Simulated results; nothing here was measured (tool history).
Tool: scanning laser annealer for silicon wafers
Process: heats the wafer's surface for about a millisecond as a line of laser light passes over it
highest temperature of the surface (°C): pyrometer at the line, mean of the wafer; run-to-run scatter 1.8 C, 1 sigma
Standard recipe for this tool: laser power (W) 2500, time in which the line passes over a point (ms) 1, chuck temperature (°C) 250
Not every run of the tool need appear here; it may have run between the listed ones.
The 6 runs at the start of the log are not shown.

run,hour,laser power (W),time in which the line passes over a point (ms),chuck temperature (°C),highest temperature of the surface (°C)
7,157.5,2500,1,223,1004
8,184.5,2500,1,223,1003
9,204.5,2500,1,223,1000
10,226.2,2500,1,223,1005
11,261.7,2500,0.83,250,950
12,297.9,2500,1,240,1019
13,329.2,2500,1,240,1019
14,348.7,2500,1,240,1019
15,381.3,2500,1,255,1038
16,403.5,2500,1,250,1029
17,426.9,2500,1,229,1007
18,463.3,2500,1,229,1010
19,489.4,2500,1,229,1008
20,507,2500,1,229,1008
21,522.8,2500,1,250,1030
22,559.5,2500,1,250,1028
23,574.7,2500,0.86,283,997
24,596.6,2500,0.74,244,902
25,615.6,2500,0.74,244,901
# hour 637.8: window over the wafer cleaned
26,646.9,2175,1,268,922
27,666.9,2175,1,268,922
28,700.6,2337,0.78,225,847

Estimate the outcome of run 29 from the log above:
29,729.5,2561,1,250,?

{"run 29": {"highest temperature of the surface (°C)": 1054}}
With no hidden state in the tool, this same run would have given highest temperature of the surface (°C) 1054.
